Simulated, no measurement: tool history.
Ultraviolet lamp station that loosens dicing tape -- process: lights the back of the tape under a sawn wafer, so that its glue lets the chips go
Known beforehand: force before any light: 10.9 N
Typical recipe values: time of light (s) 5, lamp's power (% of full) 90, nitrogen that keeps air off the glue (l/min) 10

run,hour,time of light (s),lamp's power (% of full),nitrogen that keeps air off the glue (l/min),force that peels the tape off (N),light that reached the tape (mJ/cm2)
1,0,5,90,10,0.352,446
2,28.4,5,90,10,0.347,439
3,60,5,90,10,0.352,437
4,118.7,5,77,10,0.502,370
5,171,5,92,10,0.337,443
6,200.5,5,89,10,0.383,424
7,227.5,5,89,10,0.379,419
8,257.4,6,72,14,0.351,403

What will run 9 give?
9,303,3,66,3,?,?

force that peels the tape off (N): 3.193
light that reached the tape (mJ/cm2): 187
Take away the tool's hidden state, keep the run-to-run variation as it was, and the same run would have given force that peels the tape off (N) 2.516, light that reached the tape (mJ/cm2) 225.
